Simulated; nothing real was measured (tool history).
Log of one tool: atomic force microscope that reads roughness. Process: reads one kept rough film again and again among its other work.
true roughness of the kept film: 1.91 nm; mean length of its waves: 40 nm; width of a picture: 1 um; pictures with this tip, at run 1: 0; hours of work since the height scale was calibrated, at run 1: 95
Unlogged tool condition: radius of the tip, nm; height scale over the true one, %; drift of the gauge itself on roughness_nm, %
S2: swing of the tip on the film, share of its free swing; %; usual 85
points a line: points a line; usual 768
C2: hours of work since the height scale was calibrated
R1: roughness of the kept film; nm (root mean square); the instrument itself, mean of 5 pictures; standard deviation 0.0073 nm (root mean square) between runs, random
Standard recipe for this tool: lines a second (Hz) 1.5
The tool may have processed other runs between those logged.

Run 1, hour 0: usual settings; pictures with this tip 0; C2 95. Result: R1 1.529 nm (root mean square).
Run 2, hour 12.9: usual settings; pictures with this tip 27; C2 103. Result: R1 1.521 nm (root mean square).
Run 3, hour 37.4: usual settings; pictures with this tip 80; C2 118. Result: R1 1.473 nm (root mean square).
Run 4, hour 53.2: usual settings; pictures with this tip 114; C2 128. Result: R1 1.449 nm (root mean square).
At hour 74.7: new tip fitted.
Run 5, hour 80: usual settings; pictures with this tip 12; C2 145. Result: R1 1.529 nm (root mean square).
Run 6, hour 96.1: usual settings; pictures with this tip 46; C2 155. Result: R1 1.486 nm (root mean square).
Run 7, hour 127.1: usual settings; pictures with this tip 112; C2 174. Result: R1 1.434 nm (root mean square).
At hour 149.2: new tip fitted.
Run 8, hour 151.6: usual settings; pictures with this tip 5; C2 189. Result: R1 1.527 nm (root mean square).
Run 9, hour 166.5: usual settings but lines a second (Hz) 0.69; pictures with this tip 37; C2 198. Result: R1 1.649 nm (root mean square).
Run 10, hour 179.3: usual settings but lines a second (Hz) 0.69; pictures with this tip 64; C2 206. Result: R1 1.628 nm (root mean square).
Run 11, hour 201.1: usual settings; pictures with this tip 111; C2 220. Result: R1 1.447 nm (root mean square).
At hour 223.2: new tip fitted.
Run 12, hour 226.5: usual settings; pictures with this tip 7; C2 235. Result: R1 1.519 nm (root mean square).
Run 13, hour 251.3: usual settings but S2 66 %; pictures with this tip 60; C2 251. Result: R1 1.672 nm (root mean square).
Run 14, hour 276: usual settings but S2 66 %; pictures with this tip 113; C2 266. Result: R1 1.628 nm (root mean square).
At hour 296.6: new tip fitted.
Run 15, hour 300.5: usual settings but S2 66 %; pictures with this tip 8; C2 281. Result: R1 1.72 nm (root mean square).
Run 16, hour 317.6: usual settings but lines a second (Hz) 2.63; pictures with this tip 44; C2 292. Result: R1 1.327 nm (root mean square).
Run 17, hour 339.7: usual settings but points a line 753; pictures with this tip 92; C2 305. Result: R1 1.466 nm (root mean square).
Run 18, hour 353.5: usual settings but points a line 753; pictures with this tip 121; C2 314. Result: R1 1.434 nm (root mean square).
At hour 371.2: new tip fitted.
Run 19, hour 378: usual settings but points a line 753; pictures with this tip 14; C2 329. Result: R1 1.512 nm (root mean square).
Run 20, hour 394.6: usual settings but points a line 753; pictures with this tip 50; C2 339. Result: R1 1.497 nm (root mean square).
Run 21, hour 419.8: usual settings but points a line 753; pictures with this tip 104; C2 355. Result: R1 1.444 nm (root mean square).
Run 22, hour 441.4: usual settings but points a line 753; pictures with this tip 150; C2 368. Result: R1 1.412 nm (root mean square).
At hour 444.2: new tip fitted.
Run 23, hour 468.7: usual settings but points a line 753; pictures with this tip 52; C2 385. Result: R1 1.482 nm (root mean square).
Run 24, hour 486.6: usual settings but lines a second (Hz) 1.69, points a line 753; pictures with this tip 90; C2 396. Result: R1 1.431 nm (root mean square).
At hour 517.6: new tip fitted.
Run 25, hour 518.4: usual settings but lines a second (Hz) 1.69, points a line 272; pictures with this tip 2; C2 416. Result: R1 1.484 nm (root mean square).
Run 26, hour 546.2: usual settings but lines a second (Hz) 1.69, points a line 272; pictures with this tip 61; C2 433. Result: R1 1.44 nm (root mean square).
Run 27, hour 566.1: usual settings but lines a second (Hz) 1.98, S2 56 %; pictures with this tip 104; C2 445. Result: R1 1.663 nm (root mean square).
At hour 590.7: new tip fitted.
Run 28, hour 592.7: usual settings but lines a second (Hz) 1.83, S2 77 %, points a line 963; pictures with this tip 4; C2 462. Result: R1 1.575 nm (root mean square).
Run 29, hour 623.3: usual settings but lines a second (Hz) 0.6; pictures with this tip 70; C2 481. Result: R1 1.641 nm (root mean square).
Run 30, hour 653: usual settings but lines a second (Hz) 0.78; pictures with this tip 133; C2 499. Result: R1 1.555 nm (root mean square).
At hour 663.5: new tip fitted.
Run 31, hour 666.4: usual settings but lines a second (Hz) 0.78; pictures with this tip 7; C2 507. Result: R1 1.665 nm (root mean square).
Run 32, hour 690.3: usual settings but lines a second (Hz) 1.36, S2 68 %, points a line 751; pictures with this tip 58; C2 522. Result: R1 1.658 nm (root mean square).
Run 33, hour 713.3: usual settings but lines a second (Hz) 1.84, S2 76 %; pictures with this tip 107; C2 536. Result: R1 1.499 nm (root mean square).
Run 34, hour 727.1: usual settings but lines a second (Hz) 1.84, S2 76 %; pictures with this tip 136; C2 545. Result: R1 1.472 nm (root mean square).

What will run 35 give?
At hour 735.7: new tip fitted.
Run 35, hour 752.3: usual settings but lines a second (Hz) 3.25, S2 76 %; pictures with this tip 35; C2 560. Result: R1 ?.

R1: 1.392 nm (root mean square)
Take away the tool's hidden state, keep the run-to-run variation as it was, and the same run would have given R1 1.428 nm (root mean square).

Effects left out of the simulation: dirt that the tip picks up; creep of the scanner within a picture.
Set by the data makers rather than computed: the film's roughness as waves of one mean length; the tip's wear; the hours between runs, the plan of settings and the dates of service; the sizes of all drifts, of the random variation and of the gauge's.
